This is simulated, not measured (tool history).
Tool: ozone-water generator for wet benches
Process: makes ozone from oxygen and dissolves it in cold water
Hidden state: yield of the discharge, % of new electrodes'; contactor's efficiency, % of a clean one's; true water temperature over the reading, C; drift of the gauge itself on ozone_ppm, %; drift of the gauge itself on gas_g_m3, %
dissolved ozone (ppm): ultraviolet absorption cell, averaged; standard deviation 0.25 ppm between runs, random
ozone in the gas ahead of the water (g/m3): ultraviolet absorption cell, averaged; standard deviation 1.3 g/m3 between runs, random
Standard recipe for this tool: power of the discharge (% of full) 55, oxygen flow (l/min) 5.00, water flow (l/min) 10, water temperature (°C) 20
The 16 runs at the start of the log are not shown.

run,day,power of the discharge (% of full),oxygen flow (l/min),water flow (l/min),water temperature (°C),hours of work since the electrodes were changed,hours of work since the contactor was cleaned,hours of work since the thermometer was calibrated,dissolved ozone (ppm),ozone in the gas ahead of the water (g/m3)
17,72.942,55,5.00,10,20,7014,2446,1205,38.5,240.4
18,76.462,60,3.01,10,20,7090,2522,1281,45.0,345.2
19,81.112,43,8.38,10,20,7191,2622,1381,29.1,153.0
20,84.571,43,8.38,10,20,7265,2697,1456,29.0,152.0
21,88.521,40,3.52,10,20,7351,2782,1541,34.8,249.3
22,92.783,40,3.52,10,20,7443,2874,1633,35.0,250.3
23,98.971,55,6.50,10,24,7576,3008,1767,32.8,202.4
24,101.850,67,6.50,11,24,7638,3070,1829,35.3,226.8
25,106.204,79,6.50,11,14,7732,3164,1923,47.6,248.1
26,110.458,79,6.50,11,14,7824,3256,2015,47.7,248.9
27,115.392,89,8.68,8,19,7931,3362,2121,47.7,223.5
28,118.671,89,8.68,8,19,8001,3433,2192,47.7,222.9
29,121.329,80,4.28,8,16,8059,3490,2249,59.7,326.6
30,127.058,80,4.28,8,16,8182,3614,2373,60.3,321.8
31,129.950,55,2.70,12,25,8245,3676,2435,34.5,350.2
32,132.692,55,2.70,12,25,8304,3736,2494,34.8,351.0
33,139.042,90,2.70,7,19,8441,3873,2631,71.7,462.1

Predict each of these 4 candidate next runs independently; none follows another, all start after run 33:
A,144.525,55,3.31,10,20,8559,3991,2750,?,?
B,144.525,96,5.46,16,19,8559,3991,2750,?,?
C,144.525,68,2.70,9,22,8559,3991,2750,?,?
D,144.525,55,5.00,10,18,8559,3991,2750,?,?

run,dissolved ozone (ppm),ozone in the gas ahead of the water (g/m3)
A,41.9,310.4
B,39.7,307.0
C,49.7,395.0
D,40.5,241.9
Stripped of hidden state, with their random variation kept, the same runs would have yielded:
run,dissolved ozone (ppm),ozone in the gas ahead of the water (g/m3)
A,42.0,310.9
B,39.9,307.7
C,49.8,395.7
D,40.6,242.3
